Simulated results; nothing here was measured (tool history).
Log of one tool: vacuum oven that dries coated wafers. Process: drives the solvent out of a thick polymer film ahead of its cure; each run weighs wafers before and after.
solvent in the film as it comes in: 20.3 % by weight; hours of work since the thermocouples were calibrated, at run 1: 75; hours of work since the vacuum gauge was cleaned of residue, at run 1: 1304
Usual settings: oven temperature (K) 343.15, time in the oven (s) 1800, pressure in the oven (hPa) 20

run	hour	oven temperature (K)	time in the oven (s)	pressure in the oven (hPa)	hours of work since the thermocouples were calibrated	hours of work since the vacuum gauge was cleaned of residue	solvent left in the film (%)
1	0	343.15	1800	20	75	1304	4.14
2	54.8	343.15	1680	20	108	1337	4.51
3	93.6	343.15	1680	20	132	1361	4.55
4	131.1	343.15	1680	20	155	1383	4.47
5	186.7	343.15	1680	20	188	1417	4.58
6	243.8	343.15	1680	20	223	1452	4.65
7	274.5	343.15	1680	20	241	1470	4.64
8	308.1	343.15	1800	11.7	262	1491	3.92
9	356.9	343.15	1800	25.1	291	1520	4.57
# hour 362: vacuum gauge cleaned of residue and calibrated
10	389.6	343.15	1800	25.1	310	17	4.66
11	420.1	342.15	2940	64.2	329	35	5.38
# hour 449.9: vacuum gauge cleaned of residue and calibrated, once more
12	473	334.15	900	12	360	14	10.81
13	517.3	334.15	900	12	387	41	10.78
14	565.5	350.15	1920	13.8	416	70	1.66
15	617.9	350.15	1920	13.8	448	102	1.68
16	673.5	350.15	1920	13.8	481	135	1.69
17	718.3	356.15	1320	12.8	508	163	1.54
18	756.5	356.15	1320	12.8	532	186	1.51
19	785.4	356.15	1320	12.8	549	203	1.66
20	814	356.15	1320	12.8	566	221	1.6

3 ways to go on from here, each from the tool as it stands after run 20. What would each give?
A	863	356.15	1020	53	596	250	?
B	863	351.15	1860	11.9	596	250	?
C	863	348.15	1800	20	596	250	?

run	solvent left in the film (%)
A	3.77
B	1.54
C	2.68
Without the tool's hidden state the same runs would have given:
run	solvent left in the film (%)
A	3.39
B	1.29
C	2.33
